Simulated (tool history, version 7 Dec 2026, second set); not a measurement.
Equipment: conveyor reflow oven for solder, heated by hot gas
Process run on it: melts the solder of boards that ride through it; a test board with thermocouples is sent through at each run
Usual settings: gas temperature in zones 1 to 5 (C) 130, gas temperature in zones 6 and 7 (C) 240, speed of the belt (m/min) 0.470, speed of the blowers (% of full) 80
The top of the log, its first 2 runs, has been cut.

| run | hour | gas temperature in zones 1 to 5 (C) | gas temperature in zones 6 and 7 (C) | speed of the belt (m/min) | speed of the blowers (% of full) | hours of work since the flux was cleaned out | hours of work since the belt drive was overhauled | hours of work since the thermocouples were changed | highest temperature of the board (C) | time above the solder's melting point (s) |
|---|---|---|---|---|---|---|---|---|---|---|
| 3 | 75.9 | 130 | 240 | 0.434 | 80 | 328 | 1260 | 1205 | 225.3 | 68.7 |
| 4 | 103.1 | 130 | 240 | 0.434 | 80 | 349 | 1281 | 1225 | 225.6 | 68.8 |
|  | 117.0 | flux residue cleaned out of gas plates and filters |
| 5 | 134.8 | 130 | 240 | 0.434 | 80 | 13 | 1301 | 1245 | 225.1 | 68.6 |
| 6 | 156.3 | 130 | 240 | 0.434 | 80 | 30 | 1317 | 1262 | 224.6 | 68.6 |
| 7 | 177.9 | 130 | 240 | 0.470 | 80 | 46 | 1333 | 1278 | 222.6 | 61.4 |
|  | 184.7 | belt drive overhauled, speed set with a stopwatch |
| 8 | 212.9 | 130 | 240 | 0.470 | 80 | 69 | 21 | 1301 | 221.9 | 59.2 |
| 9 | 232.3 | 130 | 240 | 0.470 | 80 | 84 | 36 | 1316 | 221.5 | 58.6 |
| 10 | 269.9 | 130 | 240 | 0.470 | 77 | 112 | 64 | 1344 | 220.3 | 58.5 |
| 11 | 296.2 | 130 | 240 | 0.470 | 77 | 132 | 84 | 1364 | 219.9 | 58.3 |
| 12 | 314.4 | 130 | 240 | 0.470 | 77 | 146 | 98 | 1378 | 220.5 | 58.4 |
|  | 320.3 | thermocouples of zones 6 and 7 changed |
| 13 | 354.1 | 130 | 240 | 0.470 | 77 | 174 | 126 | 26 | 225.9 | 61.4 |
|  | 371.1 | flux residue cleaned out of gas plates and filters, once more |
| 14 | 383.8 | 130 | 240 | 0.470 | 80 | 10 | 145 | 44 | 228.4 | 63.0 |
| 15 | 404.8 | 130 | 240 | 0.470 | 80 | 25 | 161 | 60 | 228.5 | 63.3 |
| 16 | 430.0 | 130 | 240 | 0.470 | 80 | 44 | 180 | 79 | 228.8 | 63.3 |
| 17 | 465.6 | 130 | 240 | 0.470 | 80 | 71 | 206 | 106 | 227.9 | 62.7 |
| 18 | 484.8 | 130 | 240 | 0.470 | 80 | 86 | 221 | 120 | 227.8 | 62.7 |
| 19 | 516.7 | 127 | 247 | 0.402 | 76 | 110 | 245 | 144 | 237.0 | 78.6 |
| 20 | 537.8 | 134 | 240 | 0.470 | 80 | 126 | 261 | 160 | 228.0 | 64.6 |
| 21 | 564.3 | 135 | 240 | 0.425 | 87 | 146 | 281 | 180 | 231.7 | 74.1 |
| 22 | 585.6 | 131 | 252 | 0.430 | 88 | 162 | 297 | 196 | 242.6 | 76.8 |
| 23 | 616.7 | 131 | 252 | 0.430 | 88 | 185 | 320 | 220 | 242.5 | 76.9 |
| 24 | 652.3 | 130 | 240 | 0.393 | 80 | 212 | 347 | 246 | 231.5 | 78.4 |
| 25 | 672.1 | 127 | 242 | 0.438 | 64 | 227 | 362 | 261 | 226.3 | 65.7 |
| 26 | 707.2 | 127 | 242 | 0.438 | 64 | 253 | 389 | 288 | 226.9 | 65.8 |
| 27 | 730.7 | 130 | 236 | 0.530 | 72 | 271 | 406 | 306 | 217.1 | 48.7 |

What will run 28 give?
| 28 | 767.8 | 130 | 236 | 0.530 | 72 | 299 | 434 | 334 | ? | ? |

{"run 28": {"highest temperature of the board (C)": 217.4, "time above the solder's melting point (s)": 48.6}}
With no hidden state in the tool, this same run would have given highest temperature of the board (C) 219.2, time above the solder's melting point (s) 49.5.
